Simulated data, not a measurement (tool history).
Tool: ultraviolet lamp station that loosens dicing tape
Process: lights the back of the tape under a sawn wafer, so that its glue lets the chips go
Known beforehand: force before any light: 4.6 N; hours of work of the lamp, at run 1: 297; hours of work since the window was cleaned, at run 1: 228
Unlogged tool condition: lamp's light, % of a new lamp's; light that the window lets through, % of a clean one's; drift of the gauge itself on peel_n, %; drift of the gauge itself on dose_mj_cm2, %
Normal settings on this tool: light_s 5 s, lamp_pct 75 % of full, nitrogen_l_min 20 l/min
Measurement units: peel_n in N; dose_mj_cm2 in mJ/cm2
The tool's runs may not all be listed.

run	hour	light_s	lamp_pct	nitrogen_l_min	hours of work of the lamp	hours of work since the window was cleaned	peel_n	dose_mj_cm2
1	0	5	75	20	297	228	0.338	239
2	29.6	5	75	20	311	242	0.367	233
3	83.2	5	75	20	336	267	0.379	229
4	112.3	5	75	20	350	281	0.379	231
5	164.6	5	75	20	375	306	0.399	219
6	209.2	5	65	20	396	327	0.53	192
7	264.3	5	65	20	422	353	0.56	186
8	321.8	5	75	20	449	380	0.465	211
9	360.5	10	75	20	468	399	0.153	410
10	406.9	10	75	20	490	421	0.155	397
# hour 411.3: window cleaned of glue's vapour
11	457.6	10	75	20	513	22	0.153	389
12	487.5	5	72	20	528	36	0.586	180
13	514.1	5	80	31	540	49	0.4	201
# hour 548: window cleaned of glue's vapour, once more
14	548	5	80	31	556	0	0.394	213
15	581	5	80	31	572	16	0.387	204
16	624.4	6	65	10	592	36	0.758	199
17	657.8	8	73	7	608	52	0.448	286
18	686.9	3	80	20	622	66	1.149	117
19	737.1	5	81	6	646	90	0.984	191
20	766	5	81	6	659	103	0.969	185
# hour 787.1: lamp changed
21	813	5	81	6	12	125	0.422	317
22	857.5	3	75	20	33	146	0.638	176
23	888.4	3	75	20	48	161	0.652	172

Predict each of these 3 candidate next runs independently; none follows another, all start after run 23:
A	930	4	75	20	68	180	?	?
B	930	5	68	16	68	180	?	?
C	930	7	75	26	68	180	?	?

run	peel_n	dose_mj_cm2
A	0.389	224
B	0.356	257
C	0.151	390
Without the tool's hidden state the same runs would have given:
run	peel_n	dose_mj_cm2
A	0.344	238
B	0.316	273
C	0.144	415

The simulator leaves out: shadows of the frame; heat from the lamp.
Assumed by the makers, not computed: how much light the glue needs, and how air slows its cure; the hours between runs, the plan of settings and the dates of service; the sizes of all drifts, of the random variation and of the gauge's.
